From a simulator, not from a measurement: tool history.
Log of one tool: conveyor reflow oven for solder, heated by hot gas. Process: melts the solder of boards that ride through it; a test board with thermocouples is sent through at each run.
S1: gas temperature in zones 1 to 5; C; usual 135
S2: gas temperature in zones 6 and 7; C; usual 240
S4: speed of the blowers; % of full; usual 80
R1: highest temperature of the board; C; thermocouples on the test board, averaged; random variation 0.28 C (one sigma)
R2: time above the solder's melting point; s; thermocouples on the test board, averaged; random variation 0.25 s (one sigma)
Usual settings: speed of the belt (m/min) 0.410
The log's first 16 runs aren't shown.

Run 17, hour 423.8: usual settings but speed of the belt (m/min) 0.419. Result: R1 222.4 C, R2 67.1 s.
Run 18, hour 454.5: usual settings but S2 247 C, speed of the belt (m/min) 0.463. Result: R1 225.1 C, R2 62.3 s.
Run 19, hour 488.3: usual settings but S2 247 C, speed of the belt (m/min) 0.463. Result: R1 225.0 C, R2 62.4 s.
Run 20, hour 516.2: usual settings but S2 247 C, speed of the belt (m/min) 0.463. Result: R1 225.0 C, R2 62.1 s.
Run 21, hour 539.9: usual settings but S2 247 C, speed of the belt (m/min) 0.463, S4 78 % of full. Result: R1 224.8 C, R2 61.5 s.
Run 22, hour 569.6: usual settings but S2 247 C, speed of the belt (m/min) 0.463, S4 78 % of full. Result: R1 223.9 C, R2 61.5 s.
Run 23, hour 600.2: usual settings but S1 149 C, S2 233 C, speed of the belt (m/min) 0.382, S4 51 % of full. Result: R1 215.3 C, R2 73.6 s.
Run 24, hour 618.4: usual settings but S1 149 C, S2 238 C, speed of the belt (m/min) 0.382, S4 67 % of full. Result: R1 223.8 C, R2 81.3 s.
Run 25, hour 632.7: usual settings but S1 149 C. Result: R1 225.4 C, R2 76.7 s.
Run 26, hour 653.6: usual settings but S1 149 C, S2 245 C, speed of the belt (m/min) 0.424, S4 55 % of full. Result: R1 223.3 C, R2 72.2 s.

Forecast run 27:
Run 27, hour 680.7: usual settings but S1 125 C, S2 251 C, speed of the belt (m/min) 0.424, S4 55 % of full. Result: R1 ?, R2 ?.

{"run 27": {"R1": 222.0, "R2": 62.2}}
Without the tool's hidden state the same run would have given R1 222.0 C, R2 62.2 s.
